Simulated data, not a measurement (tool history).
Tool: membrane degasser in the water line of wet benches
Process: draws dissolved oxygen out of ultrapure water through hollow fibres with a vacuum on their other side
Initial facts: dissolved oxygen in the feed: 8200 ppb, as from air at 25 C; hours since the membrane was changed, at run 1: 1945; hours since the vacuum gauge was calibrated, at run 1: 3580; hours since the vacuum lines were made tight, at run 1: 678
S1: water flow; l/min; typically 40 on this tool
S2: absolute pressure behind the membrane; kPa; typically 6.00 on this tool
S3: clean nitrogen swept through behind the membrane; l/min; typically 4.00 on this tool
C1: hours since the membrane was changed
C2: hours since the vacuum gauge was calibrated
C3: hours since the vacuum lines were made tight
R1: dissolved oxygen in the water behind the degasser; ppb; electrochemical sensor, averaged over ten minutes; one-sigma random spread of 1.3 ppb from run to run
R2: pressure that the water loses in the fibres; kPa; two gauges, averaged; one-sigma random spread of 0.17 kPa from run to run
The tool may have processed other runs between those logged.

| run | hour | S1 | S2 | S3 | C1 | C2 | C3 | R1 | R2 |
|---|---|---|---|---|---|---|---|---|---|
| 1 | 0.0 | 40 | 6.00 | 4.00 | 1945 | 3580 | 678 | 134.4 | 27.64 |
| 2 | 48.1 | 40 | 6.00 | 4.00 | 1993 | 3628 | 726 | 133.1 | 27.64 |
| 3 | 81.8 | 56 | 6.00 | 4.00 | 2027 | 3662 | 760 | 268.8 | 38.89 |
| 4 | 127.7 | 40 | 6.00 | 10.35 | 2073 | 3708 | 805 | 90.4 | 27.46 |
| 5 | 179.6 | 26 | 6.00 | 10.35 | 2125 | 3760 | 857 | 29.8 | 17.97 |
| 6 | 203.6 | 26 | 6.00 | 10.35 | 2149 | 3784 | 881 | 29.2 | 17.84 |
| 7 | 247.1 | 26 | 6.00 | 3.57 | 2192 | 3827 | 925 | 63.0 | 17.92 |
| 8 | 291.6 | 40 | 14.63 | 4.00 | 2237 | 3872 | 969 | 328.0 | 27.57 |
| 9 | 323.7 | 40 | 14.63 | 4.00 | 2269 | 3904 | 1001 | 322.9 | 27.41 |
| 10 | 373.4 | 40 | 14.63 | 4.00 | 2318 | 3954 | 1051 | 328.7 | 27.76 |
| 11 | 413.8 | 40 | 14.63 | 4.00 | 2359 | 3994 | 1092 | 325.9 | 27.84 |
| 12 | 445.2 | 40 | 14.63 | 4.00 | 2390 | 4025 | 1123 | 330.7 | 27.77 |
| 13 | 471.5 | 40 | 14.63 | 4.00 | 2417 | 4052 | 1149 | 323.0 | 27.61 |
| 14 | 525.2 | 40 | 14.63 | 4.00 | 2470 | 4105 | 1203 | 323.2 | 27.73 |
| 15 | 552.3 | 40 | 14.63 | 2.19 | 2497 | 4133 | 1230 | 509.8 | 27.33 |
| 16 | 581.4 | 40 | 14.63 | 2.19 | 2526 | 4162 | 1259 | 516.5 | 27.52 |
| 17 | 618.3 | 48 | 5.56 | 4.00 | 2563 | 4199 | 1296 | 184.1 | 33.34 |
| 18 | 657.6 | 48 | 5.56 | 4.00 | 2603 | 4238 | 1335 | 187.2 | 32.94 |
| 19 | 692.9 | 27 | 6.21 | 6.50 | 2638 | 4273 | 1371 | 45.6 | 18.63 |
| 20 | 734.4 | 53 | 13.87 | 3.90 | 2679 | 4315 | 1412 | 481.9 | 36.52 |
| 21 | 761.6 | 53 | 13.87 | 3.90 | 2707 | 4342 | 1439 | 472.8 | 36.71 |
| 22 | 816.0 | 38 | 14.46 | 3.69 | 2761 | 4396 | 1494 | 320.7 | 26.38 |
| 23 | 848.5 | 38 | 14.46 | 3.69 | 2794 | 4429 | 1526 | 320.3 | 26.50 |
| 24 | 900.7 | 29 | 6.00 | 4.59 | 2846 | 4481 | 1578 | 64.8 | 20.21 |
| 25 | 948.1 | 29 | 6.00 | 4.59 | 2893 | 4528 | 1626 | 65.3 | 20.22 |
| 26 | 979.6 | 40 | 5.12 | 3.79 | 2925 | 4560 | 1657 | 116.3 | 27.81 |
| 27 | 1022.2 | 29 | 5.21 | 2.36 | 2967 | 4602 | 1700 | 82.7 | 20.30 |
| 28 | 1078.0 | 24 | 3.61 | 2.36 | 3023 | 4658 | 1756 | 24.0 | 16.98 |
| 29 | 1115.2 | 35 | 6.00 | 9.31 | 3060 | 4695 | 1793 | 66.6 | 24.16 |
| 30 | 1139.8 | 35 | 4.62 | 1.98 | 3085 | 4720 | 1818 | 106.5 | 24.30 |
| 31 | 1187.1 | 59 | 12.70 | 1.98 | 3132 | 4767 | 1865 | 765.8 | 40.90 |

Selected run-to-run steps in R1, each split into two signed amounts: the part the tool would show with no hidden state at all (from settings, incoming material and random variation), and the remainder, which goes to the hidden state together with any gauge scatter not common to the measured and the hidden-state-free results:
The tool's hidden condition here consists of: membrane still open, %; true pressure behind the membrane over the reading, kPa; air that leaks in behind the membrane, l/min; drift of the gauge itself on oxygen_ppb, %; drift of the gauge itself on loss_of_pressure_kpa, %.
Run 16 -> 17: S1 40 -> 48, S2 14.63 -> 5.56, S3 2.19 -> 4.00. R1 -332.4 ppb: hidden state -1.1, all else -331.3.
Run 19 -> 20: S1 27 -> 53, S2 6.21 -> 13.87, S3 6.50 -> 3.90. R1 +436.3 ppb: hidden state +10.1, all else +426.2.
Run 29 -> 30: S2 6.00 -> 4.62, S3 9.31 -> 1.98. R1 +39.9 ppb: hidden state +8.6, all else +31.3.
Run 30 -> 31: S1 35 -> 59, S2 4.62 -> 12.70. R1 +659.3 ppb: hidden state +9.7, all else +649.6.
